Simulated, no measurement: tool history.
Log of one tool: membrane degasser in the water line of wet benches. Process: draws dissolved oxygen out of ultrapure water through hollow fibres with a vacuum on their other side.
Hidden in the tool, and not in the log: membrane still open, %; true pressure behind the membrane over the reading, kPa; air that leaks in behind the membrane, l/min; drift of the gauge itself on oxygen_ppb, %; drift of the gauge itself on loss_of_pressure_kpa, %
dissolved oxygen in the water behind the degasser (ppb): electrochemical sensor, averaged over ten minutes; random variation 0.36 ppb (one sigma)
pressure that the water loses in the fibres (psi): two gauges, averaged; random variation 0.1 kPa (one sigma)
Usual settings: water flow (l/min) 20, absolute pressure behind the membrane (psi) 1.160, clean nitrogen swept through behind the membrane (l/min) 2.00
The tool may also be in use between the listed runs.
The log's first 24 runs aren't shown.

| run | hour | water flow (l/min) | absolute pressure behind the membrane (psi) | clean nitrogen swept through behind the membrane (l/min) | hours since the membrane was changed | hours since the vacuum gauge was calibrated | hours since the vacuum lines were made tight | dissolved oxygen in the water behind the degasser (ppb) | pressure that the water loses in the fibres (psi) |
|---|---|---|---|---|---|---|---|---|---|
| 25 | 4725.9 | 14 | 0.815 | 3.14 | 6366 | 566 | 1586 | 26.5 | 3.633 |
| 26 | 4936.3 | 14 | 0.896 | 3.26 | 6577 | 776 | 1796 | 31.7 | 3.611 |
| 27 | 5195.0 | 14 | 0.896 | 3.26 | 6835 | 1035 | 2055 | 31.4 | 3.620 |
| 28 | 5400.1 | 14 | 0.896 | 3.26 | 7040 | 1240 | 2260 | 31.4 | 3.665 |
| 29 | 5671.2 | 14 | 1.031 | 0.83 | 7312 | 1511 | 2531 | 148.3 | 3.640 |
| 30 | 5871.9 | 15 | 1.160 | 5.40 | 7512 | 1712 | 2732 | 33.1 | 3.936 |
| 31 | 6097.2 | 15 | 1.160 | 5.40 | 7738 | 1937 | 2957 | 33.2 | 3.931 |
| 32 | 6337.0 | 15 | 1.160 | 5.40 | 7977 | 2177 | 3197 | 33.4 | 3.941 |
| 33 | 6609.7 | 24 | 1.579 | 1.09 | 8250 | 2450 | 3470 | 364.5 | 6.302 |

3 ways to go on from here, each from the tool as it stands after run 33. What would each give?
| A | 6877.0 | 20 | 1.382 | 3.20 | 8517 | 2717 | 3737 | ? | ? |
| B | 6877.0 | 14 | 1.326 | 1.82 | 8517 | 2717 | 3737 | ? | ? |
| C | 6877.0 | 24 | 1.579 | 2.02 | 8517 | 2717 | 3737 | ? | ? |

| run | dissolved oxygen in the water behind the degasser (ppb) | pressure that the water loses in the fibres (psi) |
|---|---|---|
| A | 96.1 | 5.287 |
| B | 108.8 | 3.688 |
| C | 213.5 | 6.319 |
Without the tool's hidden state the same runs would have given:
| run | dissolved oxygen in the water behind the degasser (ppb) | pressure that the water loses in the fibres (psi) |
|---|---|---|
| A | 96.0 | 5.131 |
| B | 108.8 | 3.580 |
| C | 213.5 | 6.134 |
